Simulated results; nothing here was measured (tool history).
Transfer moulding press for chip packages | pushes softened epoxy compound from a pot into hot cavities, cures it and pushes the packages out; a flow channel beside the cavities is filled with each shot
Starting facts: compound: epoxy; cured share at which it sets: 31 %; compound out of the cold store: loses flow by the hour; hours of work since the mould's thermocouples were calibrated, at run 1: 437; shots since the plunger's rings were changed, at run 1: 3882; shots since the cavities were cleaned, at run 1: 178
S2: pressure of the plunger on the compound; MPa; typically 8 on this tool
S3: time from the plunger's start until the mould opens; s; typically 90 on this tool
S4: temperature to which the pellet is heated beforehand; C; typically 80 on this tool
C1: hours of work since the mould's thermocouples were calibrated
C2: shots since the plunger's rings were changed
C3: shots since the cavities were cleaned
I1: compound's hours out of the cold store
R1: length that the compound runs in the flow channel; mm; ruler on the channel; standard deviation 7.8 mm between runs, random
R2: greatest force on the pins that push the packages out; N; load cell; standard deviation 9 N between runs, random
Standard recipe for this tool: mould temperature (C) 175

{"run": 1, "hour": 0.0, "mould temperature (C)": 175, "S2": 8, "S3": 90, "S4": 80, "C1": 437, "C2": 3882, "C3": 178, "I1": 14.5, "R1": 862, "R2": 492}
{"run": 2, "hour": 30.1, "mould temperature (C)": 175, "S2": 6.6, "S3": 90, "S4": 80, "C1": 455, "C2": 4268, "C3": 564, "I1": 14.1, "R1": 779, "R2": 587}
{"hour": 50.7, "done": "cavities cleaned with cleaning compound and waxed"}
{"run": 3, "hour": 56.8, "mould temperature (C)": 175, "S2": 6.6, "S3": 90, "S4": 80, "C1": 470, "C2": 4591, "C3": 78, "I1": 19.7, "R1": 746, "R2": 442}
{"hour": 60.8, "done": "plunger's sealing rings changed"}
{"run": 4, "hour": 87.2, "mould temperature (C)": 175, "S2": 6.6, "S3": 90, "S4": 80, "C1": 487, "C2": 340, "C3": 437, "I1": 22.5, "R1": 768, "R2": 588}
{"run": 5, "hour": 105.7, "mould temperature (C)": 175, "S2": 6.6, "S3": 90, "S4": 80, "C1": 498, "C2": 576, "C3": 673, "I1": 25.5, "R1": 772, "R2": 612}
{"hour": 116.0, "done": "cavities cleaned with cleaning compound and waxed"}
{"run": 6, "hour": 141.2, "mould temperature (C)": 175, "S2": 8, "S3": 90, "S4": 80, "C1": 519, "C2": 1013, "C3": 323, "I1": 31.5, "R1": 794, "R2": 527}
{"run": 7, "hour": 162.6, "mould temperature (C)": 175, "S2": 8, "S3": 90, "S4": 80, "C1": 531, "C2": 1288, "C3": 598, "I1": 23.4, "R1": 842, "R2": 596}
{"hour": 180.4, "done": "cavities cleaned with cleaning compound and waxed"}
{"run": 8, "hour": 182.1, "mould temperature (C)": 175, "S2": 8, "S3": 126, "S4": 80, "C1": 542, "C2": 1520, "C3": 23, "I1": 37.1, "R1": 768, "R2": 371}
{"run": 9, "hour": 199.7, "mould temperature (C)": 168, "S2": 8, "S3": 126, "S4": 80, "C1": 553, "C2": 1745, "C3": 248, "I1": 33, "R1": 805, "R2": 469}
{"run": 10, "hour": 225.3, "mould temperature (C)": 168, "S2": 8, "S3": 126, "S4": 80, "C1": 568, "C2": 2073, "C3": 576, "I1": 15.1, "R1": 886, "R2": 561}
{"hour": 243.4, "done": "cavities cleaned with cleaning compound and waxed"}
{"run": 11, "hour": 257.6, "mould temperature (C)": 168, "S2": 8, "S3": 126, "S4": 80, "C1": 587, "C2": 2469, "C3": 182, "I1": 13.2, "R1": 903, "R2": 464}
{"run": 12, "hour": 282.1, "mould temperature (C)": 175, "S2": 8, "S3": 90, "S4": 80, "C1": 601, "C2": 2783, "C3": 496, "I1": 20.3, "R1": 846, "R2": 587}
{"hour": 307.5, "done": "cavities cleaned with cleaning compound and waxed"}
{"run": 13, "hour": 307.7, "mould temperature (C)": 175, "S2": 8, "S3": 90, "S4": 80, "C1": 616, "C2": 3092, "C3": 2, "I1": 28.2, "R1": 790, "R2": 384}
{"run": 14, "hour": 330.9, "mould temperature (C)": 175, "S2": 8, "S3": 90, "S4": 80, "C1": 629, "C2": 3390, "C3": 300, "I1": 28.9, "R1": 780, "R2": 521}
{"run": 15, "hour": 351.5, "mould temperature (C)": 175, "S2": 9.82, "S3": 98, "S4": 80, "C1": 642, "C2": 3654, "C3": 564, "I1": 34.1, "R1": 836, "R2": 551}
{"hour": 371.2, "done": "cavities cleaned with cleaning compound and waxed"}
{"run": 16, "hour": 376.3, "mould temperature (C)": 175, "S2": 9.82, "S3": 98, "S4": 80, "C1": 656, "C2": 3954, "C3": 65, "I1": 30.9, "R1": 844, "R2": 410}
{"run": 17, "hour": 400.5, "mould temperature (C)": 178, "S2": 8, "S3": 90, "S4": 80, "C1": 670, "C2": 4264, "C3": 375, "I1": 23.4, "R1": 801, "R2": 536}
{"hour": 405.6, "done": "mould's thermocouples calibrated"}
{"run": 18, "hour": 422.8, "mould temperature (C)": 181, "S2": 8, "S3": 93, "S4": 80, "C1": 10, "C2": 4526, "C3": 637, "I1": 18.2, "R1": 805, "R2": 563}
{"hour": 431.9, "done": "plunger's sealing rings changed"}
{"hour": 440.0, "done": "cavities cleaned with cleaning compound and waxed"}
{"run": 19, "hour": 454.4, "mould temperature (C)": 175, "S2": 7.93, "S3": 90, "S4": 82, "C1": 27, "C2": 271, "C3": 186, "I1": 37.6, "R1": 778, "R2": 457}
{"run": 20, "hour": 486.8, "mould temperature (C)": 173, "S2": 8, "S3": 129, "S4": 80, "C1": 46, "C2": 687, "C3": 602, "I1": 44.9, "R1": 745, "R2": 548}
{"hour": 502.5, "done": "cavities cleaned with cleaning compound and waxed"}
{"run": 21, "hour": 502.5, "mould temperature (C)": 173, "S2": 8, "S3": 129, "S4": 80, "C1": 55, "C2": 868, "C3": 0, "I1": 33.6, "R1": 793, "R2": 378}
{"hour": 512.5, "done": "mould's thermocouples calibrated, once more"}
{"run": 22, "hour": 523.2, "mould temperature (C)": 182, "S2": 8, "S3": 114, "S4": 80, "C1": 6, "C2": 1109, "C3": 241, "I1": 28.1, "R1": 791, "R2": 450}
{"run": 23, "hour": 538.3, "mould temperature (C)": 181, "S2": 8, "S3": 114, "S4": 80, "C1": 15, "C2": 1302, "C3": 434, "I1": 46.6, "R1": 724, "R2": 512}
{"run": 24, "hour": 554.0, "mould temperature (C)": 181, "S2": 8, "S3": 114, "S4": 80, "C1": 25, "C2": 1504, "C3": 636, "I1": 47.3, "R1": 710, "R2": 541}
{"hour": 567.6, "done": "cavities cleaned with cleaning compound and waxed"}
{"run": 25, "hour": 575.4, "mould temperature (C)": 175, "S2": 8.61, "S3": 90, "S4": 80, "C1": 37, "C2": 1759, "C3": 100, "I1": 30, "R1": 831, "R2": 448}
{"run": 26, "hour": 602.2, "mould temperature (C)": 175, "S2": 8.61, "S3": 90, "S4": 80, "C1": 53, "C2": 2103, "C3": 444, "I1": 10.3, "R1": 930, "R2": 584}
{"run": 27, "hour": 617.5, "mould temperature (C)": 175, "S2": 8, "S3": 70, "S4": 78, "C1": 62, "C2": 2299, "C3": 640, "I1": 26.6, "R1": 805, "R2": 915}
{"hour": 631.9, "done": "cavities cleaned with cleaning compound and waxed"}
{"run": 28, "hour": 644.1, "mould temperature (C)": 176, "S2": 8, "S3": 70, "S4": 78, "C1": 77, "C2": 2621, "C3": 156, "I1": 41.7, "R1": 718, "R2": 638}

Describe how what the log doesn't record of the tool's condition differs between the last listed run preceding each entry between runs and the first listed run following it.
In the gap between runs 2 and 3: cavities cleaned with cleaning compound and waxed (hour 50.7)
  true mould temperature over the reading, C: 0.83 -> 0.85; pressure that reaches the compound, % of what is set: 88.1 -> 87.3; grip of the stained cavities, % over clean ones': 51.7 -> 11.7
  measured less the result without the state, R1: -53 -> -55 mm; R2: +193 -> +37 N
In the gap between runs 3 and 4: plunger's sealing rings changed (hour 60.8)
  true mould temperature over the reading, C: 0.85 -> 0.87; pressure that reaches the compound, % of what is set: 87.3 -> 98.47; grip of the stained cavities, % over clean ones': 11.7 -> 43.3
  measured less the result without the state, R1: -55 -> -8 mm; R2: +37 -> +167 N
In the gap between runs 5 and 6: cavities cleaned with cleaning compound and waxed (hour 116)
  true mould temperature over the reading, C: 0.89 -> 0.91; pressure that reaches the compound, % of what is set: 97.8 -> 96.65; grip of the stained cavities, % over clean ones': 56.5 -> 34.8
  measured less the result without the state, R1: -11 -> -16 mm; R2: +210 -> +128 N
In the gap between runs 7 and 8: cavities cleaned with cleaning compound and waxed (hour 180.4)
  true mould temperature over the reading, C: 0.93 -> 0.94; pressure that reaches the compound, % of what is set: 95.93 -> 95.34; grip of the stained cavities, % over clean ones': 53.6 -> 3.7
  measured less the result without the state, R1: -20 -> -21 mm; R2: +197 -> +13 N
In the gap between runs 10 and 11: cavities cleaned with cleaning compound and waxed (hour 243.4)
  true mould temperature over the reading, C: 0.98 -> 1; pressure that reaches the compound, % of what is set: 93.9 -> 92.86; grip of the stained cavities, % over clean ones': 51.2 -> 22.3
  measured less the result without the state, R1: -32 -> -38 mm; R2: +184 -> +79 N
In the gap between runs 12 and 13: cavities cleaned with cleaning compound and waxed (hour 307.5)
  true mould temperature over the reading, C: 1.02 -> 1.04; pressure that reaches the compound, % of what is set: 92.07 -> 91.25; grip of the stained cavities, % over clean ones': 46.4 -> 3.7
  measured less the result without the state, R1: -38 -> -40 mm; R2: +175 -> +5 N
In the gap between runs 15 and 16: cavities cleaned with cleaning compound and waxed (hour 371.2)
  true mould temperature over the reading, C: 1.07 -> 1.09; pressure that reaches the compound, % of what is set: 89.81 -> 88.94; grip of the stained cavities, % over clean ones': 51.6 -> 9.3
  measured less the result without the state, R1: -49 -> -54 mm; R2: +180 -> +29 N
In the gap between runs 17 and 18: mould's thermocouples calibrated (hour 405.6)
  true mould temperature over the reading, C: 1.11 -> 1.29; pressure that reaches the compound, % of what is set: 88.04 -> 87.34; grip of the stained cavities, % over clean ones': 40.5 -> 56
  measured less the result without the state, R1: -56 -> -59 mm; R2: +146 -> +199 N
In the gap between runs 18 and 19: plunger's sealing rings changed (hour 431.9); cavities cleaned with cleaning compound and waxed (hour 440)
  true mould temperature over the reading, C: 1.29 -> 1.31; pressure that reaches the compound, % of what is set: 87.34 -> 99.26; grip of the stained cavities, % over clean ones': 56 -> 23.6
  measured less the result without the state, R1: -59 -> -7 mm; R2: +199 -> +76 N
In the gap between runs 20 and 21: cavities cleaned with cleaning compound and waxed (hour 502.5)
  true mould temperature over the reading, C: 1.34 -> 1.35; pressure that reaches the compound, % of what is set: 98.16 -> 97.6; grip of the stained cavities, % over clean ones': 54.1 -> 1.8
  measured less the result without the state, R1: -10 -> -13 mm; R2: +194 -> +6 N
In the gap between runs 21 and 22: mould's thermocouples calibrated, once more (hour 512.5)
  true mould temperature over the reading, C: 1.35 -> 0.1; pressure that reaches the compound, % of what is set: 97.6 -> 96.9; grip of the stained cavities, % over clean ones': 1.8 -> 27.2
  measured less the result without the state, R1: -13 -> -13 mm; R2: +6 -> +97 N
In the gap between runs 24 and 25: cavities cleaned with cleaning compound and waxed (hour 567.6)
  true mould temperature over the reading, C: 0.13 -> 0.14; pressure that reaches the compound, % of what is set: 95.88 -> 95.12; grip of the stained cavities, % over clean ones': 55.3 -> 13
  measured less the result without the state, R1: -15 -> -21 mm; R2: +193 -> +50 N
In the gap between runs 27 and 28: cavities cleaned with cleaning compound and waxed (hour 631.9)
  true mould temperature over the reading, C: 0.17 -> 0.19; pressure that reaches the compound, % of what is set: 93.58 -> 92.69; grip of the stained cavities, % over clean ones': 55.3 -> 20.4
  measured less the result without the state, R1: -27 -> -29 mm; R2: +318 -> +102 N
